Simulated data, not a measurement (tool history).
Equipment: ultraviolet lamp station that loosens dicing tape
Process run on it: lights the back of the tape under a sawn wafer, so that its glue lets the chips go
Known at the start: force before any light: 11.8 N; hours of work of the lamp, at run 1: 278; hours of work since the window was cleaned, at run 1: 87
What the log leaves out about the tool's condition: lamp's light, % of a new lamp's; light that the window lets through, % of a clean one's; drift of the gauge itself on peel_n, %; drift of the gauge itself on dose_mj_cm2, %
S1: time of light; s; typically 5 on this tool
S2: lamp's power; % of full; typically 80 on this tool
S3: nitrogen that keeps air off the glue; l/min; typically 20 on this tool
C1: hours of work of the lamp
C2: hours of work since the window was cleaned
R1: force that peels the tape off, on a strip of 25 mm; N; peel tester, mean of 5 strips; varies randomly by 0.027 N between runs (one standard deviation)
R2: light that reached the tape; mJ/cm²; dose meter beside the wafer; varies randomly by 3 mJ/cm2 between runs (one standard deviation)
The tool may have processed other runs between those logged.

run,day,S1,S2,S3,C1,C2,R1,R2
1,0,5,80,20,278,87,1.726,393
2,0.288,5,80,20,281,90,1.656,394
3,0.667,5,80,20,285,94,1.739,398
4,1.204,5,80,20,291,100,1.724,394
5,1.762,5,80,20,297,107,1.74,392
6,2.408,5,80,20,305,114,1.754,389
7,3.008,5,80,20,311,121,1.741,392
# day 3.083: window cleaned of glue's vapour
8,3.429,5,80,20,316,4,1.738,387
9,3.779,5,80,20,320,8,1.735,388
10,4.417,5,80,20,327,15,1.848,382
11,4.792,6,68,31,331,19,1.3,395
# day 4.879: window cleaned of glue's vapour, once more
12,5.283,6,68,31,336,5,1.364,399
13,5.979,6,77,21,344,12,1.293,451
14,6.55,6,77,21,351,19,1.329,441
15,7.058,9,87,34,356,24,0.329,756
16,7.717,9,87,34,364,32,0.335,749
17,8.096,8,62,8,368,36,2.186,476

Each run again, without the hidden state but with its own random variation kept:
run,R1,R2
1,1.356,446
2,1.299,447
3,1.361,453
4,1.34,450
5,1.344,449
6,1.348,448
7,1.33,453
8,1.313,450
9,1.307,451
10,1.38,447
11,0.94,461
12,1.016,460
13,0.954,522
14,0.972,513
15,0.265,881
16,0.268,876
17,1.664,557

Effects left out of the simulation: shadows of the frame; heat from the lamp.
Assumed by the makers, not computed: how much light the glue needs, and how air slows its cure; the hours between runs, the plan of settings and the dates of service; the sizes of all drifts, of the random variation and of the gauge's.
